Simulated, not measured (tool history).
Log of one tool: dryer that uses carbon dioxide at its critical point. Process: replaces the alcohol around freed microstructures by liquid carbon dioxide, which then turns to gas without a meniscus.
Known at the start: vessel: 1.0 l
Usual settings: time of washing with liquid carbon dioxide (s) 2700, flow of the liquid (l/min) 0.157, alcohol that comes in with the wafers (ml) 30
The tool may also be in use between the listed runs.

| run | hour | time of washing with liquid carbon dioxide (s) | flow of the liquid (l/min) | alcohol that comes in with the wafers (ml) | alcohol left in the vessel before it's heated (ppm by volume) |
|---|---|---|---|---|---|
| 1 | 0.0 | 2700 | 0.157 | 30 | 154 |
| 2 | 12.6 | 2700 | 0.157 | 96 | 345 |
| 3 | 37.5 | 2700 | 0.157 | 96 | 334 |
| 4 | 66.4 | 2520 | 0.157 | 30 | 200 |
| 5 | 78.4 | 2520 | 0.157 | 30 | 203 |
| 6 | 102.9 | 2700 | 0.200 | 30 | 94 |
| 7 | 126.7 | 2700 | 0.160 | 30 | 157 |
| 8 | 141.5 | 2700 | 0.157 | 30 | 167 |
| 9 | 167.6 | 2700 | 0.157 | 30 | 162 |
| 10 | 190.5 | 2700 | 0.157 | 30 | 183 |
| 11 | 208.0 | 2700 | 0.157 | 30 | 176 |
| 12 | 223.0 | 2700 | 0.157 | 30 | 178 |
| 13 | 235.0 | 2700 | 0.157 | 30 | 177 |
| 14 | 255.0 | 2700 | 0.157 | 30 | 175 |
| 15 | 272.0 | 2700 | 0.157 | 30 | 176 |
| 16 | 294.5 | 2700 | 0.157 | 72 | 311 |
| 17 | 317.3 | 2700 | 0.157 | 72 | 308 |
| 18 | 343.6 | 2700 | 0.157 | 60 | 264 |
| 19 | 366.4 | 2580 | 0.157 | 30 | 220 |
| 20 | 389.9 | 2580 | 0.157 | 43 | 268 |
| 21 | 408.1 | 2160 | 0.157 | 52 | 613 |
| 22 | 437.2 | 2880 | 0.187 | 52 | 124 |
| 23 | 450.0 | 2100 | 0.264 | 37 | 105 |
| 24 | 474.8 | 3120 | 0.157 | 30 | 137 |
| 25 | 498.3 | 1860 | 0.096 | 44 | 4349 |
| 26 | 512.9 | 2700 | 0.157 | 21 | 164 |
| 27 | 527.2 | 1920 | 0.157 | 90 | 1588 |
| 28 | 553.0 | 1920 | 0.100 | 33 | 2716 |
| 29 | 579.4 | 1920 | 0.100 | 33 | 2799 |
| 30 | 601.1 | 2460 | 0.125 | 43 | 826 |
| 31 | 629.8 | 2280 | 0.132 | 58 | 1188 |
| 32 | 645.9 | 4260 | 0.101 | 42 | 269 |
| 33 | 662.0 | 4260 | 0.101 | 42 | 271 |
| 34 | 685.9 | 3240 | 0.152 | 113 | 268 |
| 35 | 704.0 | 1620 | 0.157 | 30 | 1092 |
| 36 | 724.4 | 2880 | 0.256 | 30 | 129 |
| 37 | 752.9 | 2040 | 0.256 | 56 | 162 |
| 38 | 776.8 | 3000 | 0.214 | 35 | 137 |

Forecast each of these 3 alternatives for the next run:
| A | 801.2 | 4200 | 0.214 | 35 | ? |
| B | 801.2 | 2700 | 0.157 | 33 | ? |
| C | 801.2 | 2280 | 0.214 | 20 | ? |

| run | alcohol left in the vessel before it's heated (ppm by volume) |
|---|---|
| A | 127 |
| B | 247 |
| C | 145 |
Without the tool's hidden state the same runs would have given:
| run | alcohol left in the vessel before it's heated (ppm by volume) |
|---|---|
| A | 6 |
| B | 84 |
| C | 14 |
